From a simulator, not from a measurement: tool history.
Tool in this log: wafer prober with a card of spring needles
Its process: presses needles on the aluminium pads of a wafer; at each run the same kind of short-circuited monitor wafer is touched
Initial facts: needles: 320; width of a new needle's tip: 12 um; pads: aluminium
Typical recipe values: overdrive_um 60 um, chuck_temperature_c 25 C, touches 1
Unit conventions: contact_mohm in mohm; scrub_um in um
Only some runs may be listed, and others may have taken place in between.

Run 1, day 0.000: usual settings. Result: contact_mohm 227 mohm, scrub_um 13.10 um.
Run 2, day 1.208: usual settings but touches 2. Result: contact_mohm 230 mohm, scrub_um 13.04 um.
Run 3, day 2.700: usual settings but touches 2. Result: contact_mohm 227 mohm, scrub_um 13.02 um.
Run 4, day 3.812: usual settings but chuck_temperature_c 51 C. Result: contact_mohm 234 mohm, scrub_um 12.92 um.
Run 5, day 5.154: usual settings but chuck_temperature_c 51 C. Result: contact_mohm 232 mohm, scrub_um 13.06 um.
Run 6, day 6.746: usual settings. Result: contact_mohm 226 mohm, scrub_um 13.02 um.
Run 7, day 8.342: usual settings but chuck_temperature_c 48 C. Result: contact_mohm 233 mohm, scrub_um 13.10 um.
Run 8, day 9.604: usual settings but chuck_temperature_c 71 C. Result: contact_mohm 240 mohm, scrub_um 12.97 um.
Run 9, day 10.546: usual settings but chuck_temperature_c 71 C. Result: contact_mohm 239 mohm, scrub_um 13.11 um.
Run 10, day 12.054: usual settings but overdrive_um 72 um. Result: contact_mohm 228 mohm, scrub_um 15.62 um.
Run 11, day 13.250: usual settings but overdrive_um 72 um. Result: contact_mohm 226 mohm, scrub_um 15.66 um.
Run 12, day 14.333: usual settings but overdrive_um 72 um. Result: contact_mohm 226 mohm, scrub_um 15.59 um.
Run 13, day 15.196: usual settings but overdrive_um 72 um. Result: contact_mohm 225 mohm, scrub_um 15.69 um.
Run 14, day 16.892: usual settings but overdrive_um 72 um. Result: contact_mohm 226 mohm, scrub_um 15.75 um.
Run 15, day 18.417: usual settings. Result: contact_mohm 226 mohm, scrub_um 13.11 um.
Run 16, day 19.112: usual settings. Result: contact_mohm 233 mohm, scrub_um 13.05 um.
Run 17, day 20.325: usual settings but overdrive_um 44 um, chuck_temperature_c 57 C, touches 2. Result: contact_mohm 238 mohm, scrub_um 9.62 um.
Run 18, day 21.433: usual settings but overdrive_um 44 um, chuck_temperature_c 57 C, touches 2. Result: contact_mohm 239 mohm, scrub_um 9.55 um.
Run 19, day 22.275: usual settings but overdrive_um 44 um, chuck_temperature_c 57 C, touches 2. Result: contact_mohm 242 mohm, scrub_um 9.57 um.
Run 20, day 23.842: usual settings but overdrive_um 44 um, chuck_temperature_c 57 C, touches 2. Result: contact_mohm 241 mohm, scrub_um 9.47 um.
Run 21, day 24.683: usual settings but overdrive_um 73 um, chuck_temperature_c 79 C, touches 2. Result: contact_mohm 244 mohm, scrub_um 15.96 um.
Run 22, day 26.021: usual settings but overdrive_um 73 um, chuck_temperature_c 79 C, touches 2. Result: contact_mohm 243 mohm, scrub_um 15.92 um.
Run 23, day 26.904: usual settings but chuck_temperature_c 26 C. Result: contact_mohm 226 mohm, scrub_um 12.98 um.
Run 24, day 27.967: usual settings but chuck_temperature_c 26 C. Result: contact_mohm 226 mohm, scrub_um 13.10 um.
Run 25, day 29.225: usual settings but overdrive_um 62 um, chuck_temperature_c 31 C, touches 2. Result: contact_mohm 229 mohm, scrub_um 13.56 um.
Run 26, day 29.983: usual settings but overdrive_um 62 um, chuck_temperature_c 31 C, touches 2. Result: contact_mohm 232 mohm, scrub_um 13.54 um.
Run 27, day 31.396: usual settings but overdrive_um 53 um. Result: contact_mohm 226 mohm, scrub_um 11.48 um.
Run 28, day 32.692: usual settings but overdrive_um 66 um, chuck_temperature_c 29 C, touches 2. Result: contact_mohm 227 mohm, scrub_um 14.40 um.
Run 29, day 33.688: usual settings but overdrive_um 49 um, chuck_temperature_c 26 C, touches 3. Result: contact_mohm 226 mohm, scrub_um 10.58 um.
Run 30, day 34.842: usual settings but overdrive_um 79 um, chuck_temperature_c 72 C, touches 3. Result: contact_mohm 237 mohm, scrub_um 17.27 um.
Run 31, day 36.488: usual settings but overdrive_um 79 um, chuck_temperature_c 72 C, touches 3. Result: contact_mohm 234 mohm, scrub_um 17.08 um.
Run 32, day 37.612: usual settings but overdrive_um 79 um, chuck_temperature_c 72 C, touches 3. Result: contact_mohm 239 mohm, scrub_um 17.12 um.

Not shown here: 39 entries made in the log between runs. Locate each between two listed runs and compare the hidden state at the listed run before it with the hidden state at the listed run after it:
In the gap between runs 1 and 2: tips cleaned on abrasive film (day 0.425)
  debris on the tips, nm: 1.1 -> 1.2; way that the needles fall short of the set height, um: 0.01 -> 0.02
In the gap between runs 2 and 3: tips cleaned on abrasive film (day 1.371); tips cleaned on abrasive film (day 2.333)
  debris on the tips, nm: 1.2 -> 0.9
In the gap between runs 3 and 4: tips cleaned on abrasive film (day 3.400)
  debris on the tips, nm: 0.9 -> 1
In the gap between runs 4 and 5: tips cleaned on abrasive film (day 4.467)
  debris on the tips, nm: 1 -> 1.2
In the gap between runs 5 and 6: tips cleaned on abrasive film (day 5.396); tips cleaned on abrasive film (day 6.404)
  debris on the tips, nm: 1.2 -> 0.9
In the gap between runs 6 and 7: tips cleaned on abrasive film (day 7.421); height of the first contact set anew (day 8.342)
  debris on the tips, nm: 0.9 -> 1.2; way that the needles fall short of the set height, um: 0.02 -> 0
In the gap between runs 7 and 8: tips cleaned on abrasive film (day 8.488); tips cleaned on abrasive film (day 9.488)
  debris on the tips, nm: 1.2 -> 0.5
In the gap between runs 8 and 9: tips cleaned on abrasive film (day 10.492)
  debris on the tips, nm: 0.5 -> 0.3
In the gap between runs 9 and 10: tips cleaned on abrasive film (day 11.479)
  debris on the tips, nm: 0.3 -> 1.1
In the gap between runs 10 and 11: tips cleaned on abrasive film (day 12.433)
  debris on the tips, nm: 1.1 -> 1.2
In the gap between runs 11 and 12: tips cleaned on abrasive film (day 13.358); tips cleaned on abrasive film (day 14.333)
  debris on the tips, nm: 1.2 -> 0.1; way that the needles fall short of the set height, um: 0 -> 0.01
In the gap between runs 13 and 14: tips cleaned on abrasive film (day 15.321); tips cleaned on abrasive film (day 16.333)
  debris on the tips, nm: 1.2 -> 1.1
In the gap between runs 14 and 15: tips cleaned on abrasive film (day 17.371); tips cleaned on abrasive film (day 18.312)
  debris on the tips, nm: 1.1 -> 0.4
In the gap between runs 16 and 17: tips cleaned on abrasive film (day 19.346); tips cleaned on abrasive film (day 20.296)
  debris on the tips, nm: 1.2 -> 0.2
In the gap between runs 17 and 18: tips cleaned on abrasive film (day 21.225)
  debris on the tips, nm: 0.2 -> 0.7
In the gap between runs 18 and 19: tips cleaned on abrasive film (day 22.204)
  debris on the tips, nm: 0.7 -> 0.4
In the gap between runs 19 and 20: tips cleaned on abrasive film (day 23.158)
  debris on the tips, nm: 0.4 -> 1.2
In the gap between runs 20 and 21: tips cleaned on abrasive film (day 24.125)
  debris on the tips, nm: 1.2 -> 1.1
In the gap between runs 21 and 22: tips cleaned on abrasive film (day 25.138)
  debris on the tips, nm: 1.1 -> 1.2
In the gap between runs 22 and 23: tips cleaned on abrasive film (day 26.129)
  no difference in the tool's unlogged condition between these two runs
In the gap between runs 23 and 24: tips cleaned on abrasive film (day 27.067)
  no difference in the tool's unlogged condition between these two runs
In the gap between runs 24 and 25: tips cleaned on abrasive film (day 28.079); tips cleaned on abrasive film (day 29.029)
  debris on the tips, nm: 1.2 -> 0.7; way that the needles fall short of the set height, um: 0.01 -> 0.02
In the gap between runs 25 and 26: tips cleaned on abrasive film (day 29.983)
  debris on the tips, nm: 0.7 -> 0.1
In the gap between runs 26 and 27: tips cleaned on abrasive film (day 31.017)
  debris on the tips, nm: 0.1 -> 0.9
In the gap between runs 27 and 28: tips cleaned on abrasive film (day 32.008)
  debris on the tips, nm: 0.9 -> 1.1
In the gap between runs 28 and 29: tips cleaned on abrasive film (day 33.017)
  no difference in the tool's unlogged condition between these two runs
In the gap between runs 29 and 30: tips cleaned on abrasive film (day 33.950)
  debris on the tips, nm: 1.1 -> 1.2
In the gap between runs 30 and 31: tips cleaned on abrasive film (day 35.000); tips cleaned on abrasive film (day 35.950)
  debris on the tips, nm: 1.2 -> 1.1
In the gap between runs 31 and 32: tips cleaned on abrasive film (day 36.908)
  debris on the tips, nm: 1.1 -> 1.2

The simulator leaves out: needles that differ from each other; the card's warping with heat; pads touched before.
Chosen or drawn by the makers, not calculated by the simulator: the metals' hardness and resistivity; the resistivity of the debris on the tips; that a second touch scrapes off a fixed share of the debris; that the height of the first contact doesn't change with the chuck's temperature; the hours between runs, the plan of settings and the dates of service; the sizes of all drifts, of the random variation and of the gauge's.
